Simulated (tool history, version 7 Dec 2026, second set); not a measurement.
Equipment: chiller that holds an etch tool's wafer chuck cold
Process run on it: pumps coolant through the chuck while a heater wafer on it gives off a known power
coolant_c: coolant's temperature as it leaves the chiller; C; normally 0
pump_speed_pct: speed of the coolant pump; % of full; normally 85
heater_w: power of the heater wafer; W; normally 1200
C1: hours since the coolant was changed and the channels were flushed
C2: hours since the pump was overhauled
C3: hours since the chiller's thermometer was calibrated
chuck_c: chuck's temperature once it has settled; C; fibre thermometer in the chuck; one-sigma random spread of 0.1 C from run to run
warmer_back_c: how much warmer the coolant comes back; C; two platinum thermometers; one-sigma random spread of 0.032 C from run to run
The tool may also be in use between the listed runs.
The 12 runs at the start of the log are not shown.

Run 13, hour 548.1: usual settings but coolant_c -3 C; C1 190; C2 1981; C3 3373. Result: chuck_c 4.4 C, warmer_back_c 3.95 C.
Run 14, hour 590.1: usual settings but coolant_c -3 C, heater_w 1518 W; C1 232; C2 2023; C3 3415. Result: chuck_c 6.5 C, warmer_back_c 5.04 C.
Run 15, hour 650.5: usual settings but coolant_c -3 C, heater_w 1518 W; C1 293; C2 2083; C3 3475. Result: chuck_c 6.5 C, warmer_back_c 4.98 C.
Run 16, hour 675.4: usual settings but coolant_c -3 C, heater_w 1518 W; C1 318; C2 2108; C3 3500. Result: chuck_c 6.4 C, warmer_back_c 5.05 C.
Run 17, hour 736.3: usual settings but coolant_c -3 C, pump_speed_pct 82 % of full, heater_w 1517 W; C1 379; C2 2169; C3 3561. Result: chuck_c 6.7 C, warmer_back_c 5.19 C.
Run 18, hour 776.5: usual settings but coolant_c 7 C, pump_speed_pct 82 % of full, heater_w 923 W; C1 419; C2 2209; C3 3601. Result: chuck_c 12.8 C, warmer_back_c 3.09 C.
Run 19, hour 813.8: usual settings but coolant_c 3 C, pump_speed_pct 72 % of full; C1 456; C2 2246; C3 3638. Result: chuck_c 11.4 C, warmer_back_c 4.76 C.
Run 20, hour 873.5: usual settings but pump_speed_pct 80 % of full; C1 516; C2 2306; C3 3698. Result: chuck_c 7.9 C, warmer_back_c 4.28 C.
Run 21, hour 933.3: usual settings but pump_speed_pct 89 % of full, heater_w 1468 W; C1 576; C2 2366; C3 3758. Result: chuck_c 9.1 C, warmer_back_c 4.60 C.
Run 22, hour 970.7: usual settings but coolant_c -8 C, pump_speed_pct 76 % of full, heater_w 785 W; C1 613; C2 2403; C3 3795. Result: chuck_c -3.0 C, warmer_back_c 2.95 C.
Run 23, hour 1005.6: usual settings but coolant_c 1 C, pump_speed_pct 75 % of full; C1 648; C2 2438; C3 3830. Result: chuck_c 9.3 C, warmer_back_c 4.54 C.
Run 24, hour 1065.4: usual settings but heater_w 750 W; C1 708; C2 2498; C3 3890. Result: chuck_c 4.6 C, warmer_back_c 2.48 C.
Run 25, hour 1115.6: usual settings but coolant_c 2 C, pump_speed_pct 100 % of full; C1 758; C2 2548; C3 3940. Result: chuck_c 8.7 C, warmer_back_c 3.43 C.
Run 26, hour 1143.0: usual settings but pump_speed_pct 93 % of full; C1 785; C2 2575; C3 3968. Result: chuck_c 7.2 C, warmer_back_c 3.70 C.
Run 27, hour 1193.6: usual settings but pump_speed_pct 89 % of full, heater_w 1470 W; C1 836; C2 2626; C3 4018. Result: chuck_c 9.1 C, warmer_back_c 4.71 C.
Run 28, hour 1223.0: usual settings but coolant_c -6 C, pump_speed_pct 97 % of full, heater_w 1753 W; C1 865; C2 2655; C3 4048. Result: chuck_c 4.1 C, warmer_back_c 5.10 C.
Run 29, hour 1269.4: usual settings but coolant_c -8 C, heater_w 1037 W; C1 912; C2 2702; C3 4094. Result: chuck_c -1.3 C, warmer_back_c 3.45 C.
Run 30, hour 1320.3: usual settings but coolant_c -8 C, heater_w 1037 W; C1 963; C2 2753; C3 4145. Result: chuck_c -1.6 C, warmer_back_c 3.51 C.
Run 31, hour 1362.6: usual settings but coolant_c 7 C, pump_speed_pct 66 % of full, heater_w 1789 W; C1 1005; C2 2795; C3 4187. Result: chuck_c 20.6 C, warmer_back_c 7.76 C.

Branching from run 31: 3 alternative next runs. What would each branch give?
Run A, hour 1395.4: usual settings but coolant_c 3 C, heater_w 1548 W; C1 1038; C2 2828; C3 4220. Result: chuck_c ?, warmer_back_c ?.
Run B, hour 1395.4: usual settings but coolant_c -4 C, pump_speed_pct 74 % of full, heater_w 975 W; C1 1038; C2 2828; C3 4220. Result: chuck_c ?, warmer_back_c ?.
Run C, hour 1395.4: usual settings but pump_speed_pct 91 % of full, heater_w 612 W; C1 1038; C2 2828; C3 4220. Result: chuck_c ?, warmer_back_c ?.

run  chuck_c  warmer_back_c
  A     12.9           5.19
  B      2.9           3.76
  C      3.3           1.93
With no hidden state in the tool, these same runs would have given:
run  chuck_c  warmer_back_c
  A     12.8           4.94
  B      3.0           3.57
  C      3.7           1.83

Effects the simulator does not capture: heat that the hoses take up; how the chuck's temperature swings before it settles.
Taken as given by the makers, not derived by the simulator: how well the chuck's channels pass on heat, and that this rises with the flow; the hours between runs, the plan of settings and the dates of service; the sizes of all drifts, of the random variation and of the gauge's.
